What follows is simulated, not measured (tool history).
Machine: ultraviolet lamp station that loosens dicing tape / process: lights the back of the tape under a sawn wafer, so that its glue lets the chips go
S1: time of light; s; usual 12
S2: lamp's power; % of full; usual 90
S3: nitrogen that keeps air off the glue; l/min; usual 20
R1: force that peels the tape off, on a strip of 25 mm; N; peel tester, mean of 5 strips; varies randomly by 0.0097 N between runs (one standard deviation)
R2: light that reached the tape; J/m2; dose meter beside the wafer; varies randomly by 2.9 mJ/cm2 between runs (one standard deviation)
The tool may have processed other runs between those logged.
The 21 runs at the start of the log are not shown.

| run | hour | S1 | S2 | S3 | R1 | R2 |
|---|---|---|---|---|---|---|
| 22 | 162.5 | 12 | 90 | 14 | 0.677 | 4010 |
| 23 | 170.1 | 12 | 90 | 10 | 0.931 | 4010 |
| 24 | 176.8 | 12 | 90 | 10 | 0.908 | 3990 |
| 25 | 188.1 | 10 | 90 | 32 | 0.588 | 3310 |
| 26 | 199.5 | 21 | 66 | 24 | 0.227 | 5180 |
| 27 | 209.8 | 17 | 66 | 24 | 0.417 | 4150 |
| 28 | 218.5 | 17 | 66 | 24 | 0.405 | 4110 |
| 29 | 223.1 | 17 | 66 | 24 | 0.406 | 4170 |
| 30 | 233.4 | 17 | 66 | 24 | 0.392 | 4110 |
| 31 | 239.7 | 10 | 61 | 37 | 1.274 | 2210 |
| 32 | 245.2 | 7 | 90 | 27 | 1.421 | 2280 |
| 33 | 253.4 | 22 | 92 | 6 | 0.305 | 7360 |
| 34 | 264.9 | 16 | 65 | 20 | 0.586 | 3740 |
| 35 | 273.7 | 8 | 65 | 20 | 2.223 | 1880 |
| 36 | 284.8 | 8 | 65 | 16 | 2.397 | 1880 |
| 37 | 294.8 | 8 | 68 | 19 | 2.106 | 1970 |
| 38 | 306.0 | 8 | 68 | 7 | 3.307 | 1970 |
| 39 | 315.3 | 8 | 100 | 7 | 2.047 | 2860 |
| 40 | 324.0 | 8 | 100 | 7 | 2.129 | 2920 |

What will run 41 give?
| 41 | 331.7 | 8 | 100 | 7 | ? | ? |

{"run 41": {"R1": 2.133, "R2": 2850}}
With the hidden condition absent and the run-to-run variation left alone, this run would have shown R1 1.816 N, R2 3170 J/m2.
